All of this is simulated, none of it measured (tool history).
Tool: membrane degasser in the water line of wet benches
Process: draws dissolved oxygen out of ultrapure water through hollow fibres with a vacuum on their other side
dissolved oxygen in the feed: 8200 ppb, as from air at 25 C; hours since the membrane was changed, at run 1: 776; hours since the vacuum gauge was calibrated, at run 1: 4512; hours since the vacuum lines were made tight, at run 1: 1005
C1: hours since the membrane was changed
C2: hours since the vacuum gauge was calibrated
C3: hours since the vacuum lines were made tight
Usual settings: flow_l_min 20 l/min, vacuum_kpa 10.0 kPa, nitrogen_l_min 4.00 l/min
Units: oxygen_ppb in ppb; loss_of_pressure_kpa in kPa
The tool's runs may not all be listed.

{"run": 1, "hour": 0.0, "flow_l_min": 20, "vacuum_kpa": 10.0, "nitrogen_l_min": 4.0, "C1": 776, "C2": 4512, "C3": 1005, "oxygen_ppb": 85.3, "loss_of_pressure_kpa": 52.38}
{"run": 2, "hour": 44.0, "flow_l_min": 20, "vacuum_kpa": 10.0, "nitrogen_l_min": 10.39, "C1": 820, "C2": 4556, "C3": 1049, "oxygen_ppb": 34.4, "loss_of_pressure_kpa": 52.29}
{"run": 3, "hour": 87.3, "flow_l_min": 20, "vacuum_kpa": 10.0, "nitrogen_l_min": 4.0, "C1": 863, "C2": 4599, "C3": 1093, "oxygen_ppb": 85.1, "loss_of_pressure_kpa": 52.42}
{"run": 4, "hour": 138.0, "flow_l_min": 22, "vacuum_kpa": 10.0, "nitrogen_l_min": 4.0, "C1": 914, "C2": 4650, "C3": 1143, "oxygen_ppb": 94.1, "loss_of_pressure_kpa": 57.37}
{"run": 5, "hour": 174.9, "flow_l_min": 14, "vacuum_kpa": 10.0, "nitrogen_l_min": 4.0, "C1": 950, "C2": 4687, "C3": 1180, "oxygen_ppb": 58.5, "loss_of_pressure_kpa": 36.74}
{"run": 6, "hour": 216.4, "flow_l_min": 14, "vacuum_kpa": 10.0, "nitrogen_l_min": 4.0, "C1": 992, "C2": 4728, "C3": 1222, "oxygen_ppb": 58.0, "loss_of_pressure_kpa": 36.6}
{"run": 7, "hour": 278.6, "flow_l_min": 14, "vacuum_kpa": 10.0, "nitrogen_l_min": 4.0, "C1": 1054, "C2": 4790, "C3": 1284, "oxygen_ppb": 58.3, "loss_of_pressure_kpa": 36.6}
{"run": 8, "hour": 324.6, "flow_l_min": 20, "vacuum_kpa": 10.0, "nitrogen_l_min": 6.96, "C1": 1100, "C2": 4836, "C3": 1330, "oxygen_ppb": 51.0, "loss_of_pressure_kpa": 52.15}
{"run": 9, "hour": 359.2, "flow_l_min": 20, "vacuum_kpa": 10.0, "nitrogen_l_min": 6.96, "C1": 1135, "C2": 4871, "C3": 1364, "oxygen_ppb": 51.0, "loss_of_pressure_kpa": 52.16}
{"run": 10, "hour": 424.5, "flow_l_min": 20, "vacuum_kpa": 10.0, "nitrogen_l_min": 2.75, "C1": 1200, "C2": 4936, "C3": 1430, "oxygen_ppb": 120.7, "loss_of_pressure_kpa": 51.94}
{"run": 11, "hour": 479.9, "flow_l_min": 20, "vacuum_kpa": 10.0, "nitrogen_l_min": 4.0, "C1": 1255, "C2": 4992, "C3": 1485, "oxygen_ppb": 83.7, "loss_of_pressure_kpa": 51.68}
{"run": 12, "hour": 541.4, "flow_l_min": 20, "vacuum_kpa": 10.0, "nitrogen_l_min": 4.0, "C1": 1317, "C2": 5053, "C3": 1547, "oxygen_ppb": 85.2, "loss_of_pressure_kpa": 51.68}
{"run": 13, "hour": 614.4, "flow_l_min": 14, "vacuum_kpa": 10.0, "nitrogen_l_min": 1.82, "C1": 1390, "C2": 5126, "C3": 1620, "oxygen_ppb": 126.6, "loss_of_pressure_kpa": 36.2}
{"run": 14, "hour": 680.4, "flow_l_min": 14, "vacuum_kpa": 10.0, "nitrogen_l_min": 1.82, "C1": 1456, "C2": 5192, "C3": 1686, "oxygen_ppb": 124.1, "loss_of_pressure_kpa": 36.65}
{"run": 15, "hour": 750.5, "flow_l_min": 16, "vacuum_kpa": 7.0, "nitrogen_l_min": 4.0, "C1": 1526, "C2": 5262, "C3": 1756, "oxygen_ppb": 38.2, "loss_of_pressure_kpa": 41.67}
{"run": 16, "hour": 789.9, "flow_l_min": 19, "vacuum_kpa": 13.8, "nitrogen_l_min": 9.07, "C1": 1565, "C2": 5302, "C3": 1795, "oxygen_ppb": 57.3, "loss_of_pressure_kpa": 49.38}
{"run": 17, "hour": 826.7, "flow_l_min": 22, "vacuum_kpa": 18.6, "nitrogen_l_min": 2.3, "C1": 1602, "C2": 5339, "C3": 1832, "oxygen_ppb": 342.9, "loss_of_pressure_kpa": 56.41}
{"run": 18, "hour": 866.6, "flow_l_min": 16, "vacuum_kpa": 8.4, "nitrogen_l_min": 2.3, "C1": 1642, "C2": 5378, "C3": 1872, "oxygen_ppb": 87.8, "loss_of_pressure_kpa": 41.37}
{"run": 19, "hour": 935.1, "flow_l_min": 20, "vacuum_kpa": 23.1, "nitrogen_l_min": 1.71, "C1": 1711, "C2": 5447, "C3": 1940, "oxygen_ppb": 514.5, "loss_of_pressure_kpa": 51.33}
{"run": 20, "hour": 990.0, "flow_l_min": 20, "vacuum_kpa": 23.1, "nitrogen_l_min": 1.71, "C1": 1766, "C2": 5502, "C3": 1995, "oxygen_ppb": 512.1, "loss_of_pressure_kpa": 51.77}
{"run": 21, "hour": 1056.4, "flow_l_min": 17, "vacuum_kpa": 23.1, "nitrogen_l_min": 2.37, "C1": 1832, "C2": 5568, "C3": 2062, "oxygen_ppb": 332.2, "loss_of_pressure_kpa": 43.9}
{"run": 22, "hour": 1097.6, "flow_l_min": 31, "vacuum_kpa": 8.3, "nitrogen_l_min": 3.77, "C1": 1873, "C2": 5609, "C3": 2103, "oxygen_ppb": 132.4, "loss_of_pressure_kpa": 79.89}
{"run": 23, "hour": 1136.6, "flow_l_min": 31, "vacuum_kpa": 8.3, "nitrogen_l_min": 3.77, "C1": 1912, "C2": 5648, "C3": 2142, "oxygen_ppb": 130.4, "loss_of_pressure_kpa": 80.06}

Measured less the same run without the tool's hidden state. The same run-to-run variation is in both; the gauge's scatter may not be:
The hidden state here: membrane still open, %; true pressure behind the membrane over the reading, kPa; air that leaks in behind the membrane, l/min; drift of the gauge itself on oxygen_ppb, %; drift of the gauge itself on loss_of_pressure_kpa, %.
run=1 loss_of_pressure_kpa=+0.00
run=2 loss_of_pressure_kpa=-0.03
run=3 loss_of_pressure_kpa=-0.07
run=4 loss_of_pressure_kpa=-0.11
run=5 loss_of_pressure_kpa=-0.10
run=6 loss_of_pressure_kpa=-0.12
run=7 loss_of_pressure_kpa=-0.15
run=8 loss_of_pressure_kpa=-0.25
run=9 loss_of_pressure_kpa=-0.28
run=10 loss_of_pressure_kpa=-0.33
run=11 loss_of_pressure_kpa=-0.37
run=12 loss_of_pressure_kpa=-0.42
run=13 loss_of_pressure_kpa=-0.34
run=14 loss_of_pressure_kpa=-0.37
run=15 loss_of_pressure_kpa=-0.47
run=16 loss_of_pressure_kpa=-0.59
run=17 loss_of_pressure_kpa=-0.70
run=18 loss_of_pressure_kpa=-0.54
run=19 loss_of_pressure_kpa=-0.72
run=20 loss_of_pressure_kpa=-0.77
run=21 loss_of_pressure_kpa=-0.70
run=22 loss_of_pressure_kpa=-1.33
run=23 loss_of_pressure_kpa=-1.38
oxygen_ppb: within 0.1 ppb of the measured result in every run.
